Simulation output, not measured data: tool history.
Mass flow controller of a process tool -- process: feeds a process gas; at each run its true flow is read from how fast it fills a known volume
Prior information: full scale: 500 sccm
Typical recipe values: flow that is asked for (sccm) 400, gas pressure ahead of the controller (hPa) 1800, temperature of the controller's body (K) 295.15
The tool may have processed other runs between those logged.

run    hour  flow that is asked for (sccm)  gas pressure ahead of the controller (hPa)  temperature of the controller's body (K)  true flow (%)
  1       0                            400                                        1800                                    295.15          99.31
  2    60.6                            400                                        1800                                    295.15          99.37
  3     105                            400                                        1800                                    295.15          99.49
  4   147.9                            400                                        1800                                    295.15          99.42
  5   181.8                            400                                        1800                                    295.15          99.34
  6   244.8                            400                                        1800                                    295.15          99.36
  7     288                            197                                        1800                                    295.15          97.56
  8   329.3                            400                                        1500                                    295.15          99.44
  9   360.9                            400                                        1500                                    295.15          99.53
 10   415.6                            400                                        1500                                    295.15          99.46
 11   452.9                            400                                        1500                                    295.15          99.46
 12   515.3                            400                                        1500                                    295.15          99.64
      521.2  -- controller's zero set anew
 13   579.4                            400                                        2220                                    295.15          98.98
 14     654                            400                                        2220                                    295.15             99
 15   726.5                            400                                        2220                                    295.15          98.98
 16   792.4                            400                                        2220                                    295.15          98.97
      845.4  -- controller's zero set anew, once more
 17   847.4                            400                                        2220                                    295.15          99.84
 18     922                            400                                        2220                                    295.15          99.88
 19   953.6                            400                                        2220                                    295.15          99.83
 20   987.5                            400                                        2220                                    295.15          99.84
 21  1056.9                            400                                        2220                                    295.15          99.81
 22  1099.9                            400                                        2220                                    295.15           99.8
 23  1159.6                            415                                        2410                                    308.15          99.23
 24  1211.2                             62                                        2410                                    301.15          96.77
 25  1252.7                            102                                        1730                                    307.15          97.16
 26  1297.1                             90                                        1590                                    303.15          97.32
 27  1373.5                            497                                        2160                                    303.15         100.17
 28  1427.8                            400                                        1550                                    295.15         100.13
 29  1471.3                            400                                        1550                                    295.15         100.09
 30    1504                            261                                        1810                                    307.15          98.27
 31  1571.8                            337                                        2660                                    307.15          98.58
 32  1630.6                            337                                        2660                                    307.15          98.63
 33  1700.9                            400                                        1640                                    295.15         100.09
 34    1776                            400                                        1640                                    295.15            100
 35  1815.4                            400                                        1640                                    295.15          100.1
 36  1886.9                            322                                        2280                                    306.15          98.75
 37  1923.9                            333                                        2240                                    308.15          98.74
 38    2001                            333                                        1980                                    296.15          99.27
 39  2057.7                             57                                        2350                                    307.15          95.82
 40  2119.2                             61                                        1400                                    304.15          96.12
 41  2185.7                            213                                        1510                                    304.15          98.17
 42  2218.8                            213                                        1510                                    304.15          98.16
 43  2293.4                            292                                        2170                                    304.15          98.54

Measured minus without-hidden-state, run by run (identical run-to-run variation in each term; gauge scatter may differ):
The hidden state here: flow at rest that the sensor doesn't see, % of full scale; true flow over the shown one, %; drift of the gauge itself on true_pct, %.
run  true flow (%)
  1          -0.17
  2          -0.17
  3          -0.17
  4          -0.17
  5          -0.17
  6          -0.16
  7          -0.67
  8          -0.16
  9          -0.16
 10          -0.15
 11          -0.16
 12          -0.16
 13          -0.47
 14          -0.47
 15          -0.46
 16          -0.46
 17           +0.4
 18          +0.39
 19           +0.4
 20           +0.4
 21           +0.4
 22           +0.4
 23          +0.41
 24          -0.03
 25          +0.15
 26          +0.09
 27          +0.43
 28          +0.41
 29          +0.41
 30          +0.35
 31          +0.39
 32          +0.39
 33          +0.42
 34          +0.42
 35          +0.43
 36          +0.39
 37          +0.39
 38          +0.39
 39           -0.8
 40          -0.74
 41          +0.23
 42          +0.24
 43          +0.35
